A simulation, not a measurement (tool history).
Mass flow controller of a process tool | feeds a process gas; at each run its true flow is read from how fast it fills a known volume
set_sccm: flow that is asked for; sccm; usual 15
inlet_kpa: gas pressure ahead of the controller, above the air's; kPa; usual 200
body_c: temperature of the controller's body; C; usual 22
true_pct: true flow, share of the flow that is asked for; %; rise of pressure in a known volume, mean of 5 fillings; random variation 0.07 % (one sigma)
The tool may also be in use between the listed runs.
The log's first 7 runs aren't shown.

run,hour,set_sccm,inlet_kpa,body_c,true_pct
8,2278.7,21,200,22,98.87
9,2622.7,21,200,24,98.83
10,2943.2,21,200,24,98.9
11,3326.3,15,200,31,98.98
12,3666.6,15,200,31,99.01
13,3939,15,200,31,99.08
14,4158.8,15,200,31,99.05
15,4372.9,15,200,22,99.34
16,4773.9,15,200,22,99.36
# hour 4954.4: controller's zero set anew
17,5204.4,15,200,22,96.64
18,5456.3,5,179,32,96.29
19,5808.4,47,146,23,98.6
20,6068.8,6,146,23,96.94
21,6501.1,15,180,34,96.52
# hour 6711.4: controller exchanged for a calibrated one
22,6718.8,8,200,22,97.81
23,7082.5,8,200,22,97.9
24,7342.7,46,246,37,98.96
25,7543.1,16,246,39,97.5
26,7813.3,15,200,30,97.95
27,8004.5,15,200,30,98.03
28,8463.2,15,200,30,97.99
29,8886,18,227,30,97.95
30,9243.1,30,197,36,98.39

Forecast each of these 4 alternatives for the next run:
A,9676.5,30,179,36,?
B,9676.5,16,269,36,?
C,9676.5,15,200,26,?
D,9676.5,13,165,36,?

run,true_pct
A,98.39
B,97.66
C,98.29
D,98.16
Without the tool's hidden state the same runs would have given:
run,true_pct
A,98.62
B,97.65
C,98.25
D,98.04

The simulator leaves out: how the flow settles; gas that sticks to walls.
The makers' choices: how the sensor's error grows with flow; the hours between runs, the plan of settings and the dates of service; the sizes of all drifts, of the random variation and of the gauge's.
